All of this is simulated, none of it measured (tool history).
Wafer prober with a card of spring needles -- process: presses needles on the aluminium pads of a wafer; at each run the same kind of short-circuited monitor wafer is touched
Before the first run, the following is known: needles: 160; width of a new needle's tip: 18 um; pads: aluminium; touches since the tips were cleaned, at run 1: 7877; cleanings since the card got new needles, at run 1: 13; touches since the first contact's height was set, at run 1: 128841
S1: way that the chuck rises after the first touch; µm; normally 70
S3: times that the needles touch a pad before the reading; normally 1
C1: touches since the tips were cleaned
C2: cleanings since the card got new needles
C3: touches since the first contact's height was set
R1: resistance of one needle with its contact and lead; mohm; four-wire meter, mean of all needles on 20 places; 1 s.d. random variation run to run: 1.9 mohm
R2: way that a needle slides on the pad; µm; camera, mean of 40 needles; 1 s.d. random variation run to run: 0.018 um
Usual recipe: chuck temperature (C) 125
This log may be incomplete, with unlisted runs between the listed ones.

run 1 hour=0.0 | S1=70 chuck_temperature_(C)=125 S3=1 | C1=7877 C2=13 C3=128841 | R1=294 R2=11.58
-- hour=1.0 tips cleaned on abrasive film
run 2 hour=5.7 | S1=70 chuck_temperature_(C)=125 S3=1 | C1=2040 C2=14 C3=131279 | R1=258 R2=11.55
run 3 hour=13.1 | S1=70 chuck_temperature_(C)=125 S3=1 | C1=5221 C2=14 C3=134460 | R1=290 R2=11.53
-- hour=19.8 tips cleaned on abrasive film
run 4 hour=24.2 | S1=70 chuck_temperature_(C)=125 S3=1 | C1=1912 C2=15 C3=139247 | R1=258 R2=11.54
run 5 hour=35.4 | S1=70 chuck_temperature_(C)=125 S3=1 | C1=6737 C2=15 C3=144072 | R1=293 R2=11.55
-- hour=38.9 tips cleaned on abrasive film
run 6 hour=42.0 | S1=70 chuck_temperature_(C)=125 S3=1 | C1=1327 C2=16 C3=146900 | R1=248 R2=11.54
run 7 hour=52.4 | S1=70 chuck_temperature_(C)=125 S3=1 | C1=5842 C2=16 C3=151415 | R1=291 R2=11.55
-- hour=58.6 tips cleaned on abrasive film
run 8 hour=61.2 | S1=86 chuck_temperature_(C)=125 S3=1 | C1=1120 C2=17 C3=155177 | R1=230 R2=14.16
-- hour=62.3 height of the first contact set anew
run 9 hour=73.2 | S1=86 chuck_temperature_(C)=125 S3=1 | C1=6206 C2=17 C3=4734 | R1=257 R2=14.16
-- hour=78.4 tips cleaned on abrasive film
run 10 hour=84.9 | S1=70 chuck_temperature_(C)=125 S3=1 | C1=2799 C2=18 C3=9732 | R1=273 R2=11.49
run 11 hour=96.7 | S1=70 chuck_temperature_(C)=122 S3=1 | C1=7919 C2=18 C3=14852 | R1=296 R2=11.44
-- hour=97.6 tips cleaned on abrasive film
run 12 hour=102.4 | S1=70 chuck_temperature_(C)=122 S3=1 | C1=2076 C2=19 C3=17282 | R1=264 R2=11.46
run 13 hour=113.7 | S1=70 chuck_temperature_(C)=122 S3=1 | C1=6977 C2=19 C3=22183 | R1=294 R2=11.43
-- hour=116.9 tips cleaned on abrasive film
-- hour=122.3 height of the first contact set anew, once more
run 14 hour=125.8 | S1=57 chuck_temperature_(C)=119 S3=1 | C1=3717 C2=20 C3=1512 | R1=313 R2=9.55
-- hour=136.1 tips cleaned on abrasive film
run 15 hour=138.0 | S1=72 chuck_temperature_(C)=119 S3=1 | C1=839 C2=21 C3=6769 | R1=233 R2=12.05
run 16 hour=146.2 | S1=53 chuck_temperature_(C)=40 S3=2 | C1=4406 C2=21 C3=10336 | R1=281 R2=8.87
-- hour=155.0 tips cleaned on abrasive film
run 17 hour=156.0 | S1=52 chuck_temperature_(C)=117 S3=3 | C1=441 C2=22 C3=14526 | R1=221 R2=8.67
run 18 hour=163.3 | S1=80 chuck_temperature_(C)=117 S3=3 | C1=3615 C2=22 C3=17700 | R1=218 R2=13.36
-- hour=174.1 tips cleaned on abrasive film
run 19 hour=174.8 | S1=85 chuck_temperature_(C)=43 S3=1 | C1=280 C2=23 C3=22603 | R1=199 R2=14.20
run 20 hour=181.3 | S1=82 chuck_temperature_(C)=125 S3=1 | C1=3101 C2=23 C3=25424 | R1=254 R2=13.73
-- hour=193.6 tips cleaned on abrasive film
run 21 hour=194.8 | S1=70 chuck_temperature_(C)=72 S3=1 | C1=543 C2=24 C3=31248 | R1=220 R2=11.68
run 22 hour=202.3 | S1=70 chuck_temperature_(C)=80 S3=1 | C1=3784 C2=24 C3=34489 | R1=277 R2=11.64
-- hour=212.9 tips cleaned on abrasive film
run 23 hour=215.4 | S1=70 chuck_temperature_(C)=80 S3=1 | C1=1092 C2=25 C3=40131 | R1=239 R2=11.65

Each row is a separate what-if for the run after 23, all from the same tool condition, not one after another. Results?
run A hour=221.9 | S1=59 chuck_temperature_(C)=31 S3=1 | C1=3888 C2=25 C3=42927 | R1=? R2=?
run B hour=221.9 | S1=70 chuck_temperature_(C)=108 S3=1 | C1=3888 C2=25 C3=42927 | R1=? R2=?
run C hour=221.9 | S1=70 chuck_temperature_(C)=36 S3=1 | C1=3888 C2=25 C3=42927 | R1=? R2=?

run=A R1=312 R2=9.80
run=B R1=284 R2=11.61
run=C R1=276 R2=11.67
Stripped of hidden state, with their random variation kept, the same runs would have yielded:
run=A R1=184 R2=9.87
run=B R1=201 R2=11.67
run=C R1=183 R2=11.73

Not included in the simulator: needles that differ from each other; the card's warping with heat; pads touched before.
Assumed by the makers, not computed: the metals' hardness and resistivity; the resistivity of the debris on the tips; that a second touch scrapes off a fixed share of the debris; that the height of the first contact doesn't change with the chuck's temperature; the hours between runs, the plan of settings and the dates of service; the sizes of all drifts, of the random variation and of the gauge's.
